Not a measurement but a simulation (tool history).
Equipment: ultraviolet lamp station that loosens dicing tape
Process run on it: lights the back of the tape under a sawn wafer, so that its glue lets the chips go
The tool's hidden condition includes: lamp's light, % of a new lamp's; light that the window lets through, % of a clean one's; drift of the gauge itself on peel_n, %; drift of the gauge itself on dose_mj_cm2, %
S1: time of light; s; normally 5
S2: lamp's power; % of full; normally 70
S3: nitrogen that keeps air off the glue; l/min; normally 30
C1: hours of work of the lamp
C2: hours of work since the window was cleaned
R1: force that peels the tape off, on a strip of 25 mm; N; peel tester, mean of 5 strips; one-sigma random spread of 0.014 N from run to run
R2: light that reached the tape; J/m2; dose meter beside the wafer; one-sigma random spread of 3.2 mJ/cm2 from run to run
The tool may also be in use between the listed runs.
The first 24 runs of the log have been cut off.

| run | hour | S1 | S2 | S3 | C1 | C2 | R1 | R2 |
|---|---|---|---|---|---|---|---|---|
| 25 | 1050.9 | 5 | 73 | 30 | 187 | 75 | 0.698 | 4720 |
| 26 | 1087.7 | 5 | 72 | 30 | 207 | 94 | 0.740 | 4640 |
| 27 | 1137.3 | 5 | 90 | 30 | 233 | 120 | 0.490 | 5710 |
| 28 | 1190.1 | 5 | 63 | 14 | 261 | 148 | 1.543 | 3940 |
| 29 | 1229.5 | 5 | 76 | 32 | 281 | 169 | 0.677 | 4740 |
| 30 | 1274.9 | 5 | 76 | 32 | 305 | 193 | 0.710 | 4700 |
| 31 | 1300.2 | 2 | 76 | 36 | 319 | 206 | 2.265 | 1860 |
| 32 | 1342.5 | 2 | 76 | 36 | 341 | 228 | 2.231 | 1840 |

Run 33, settings as shown, results not yet in. Your forecast:
| 33 | 1376.0 | 2 | 98 | 57 | 359 | 246 | ? | ? |

{"run 33": {"R1": 1.446, "R2": 2350}}
On a tool with no hidden condition, and with the same random variation, this run would have come out at R1 1.114 N, R2 2830 J/m2.
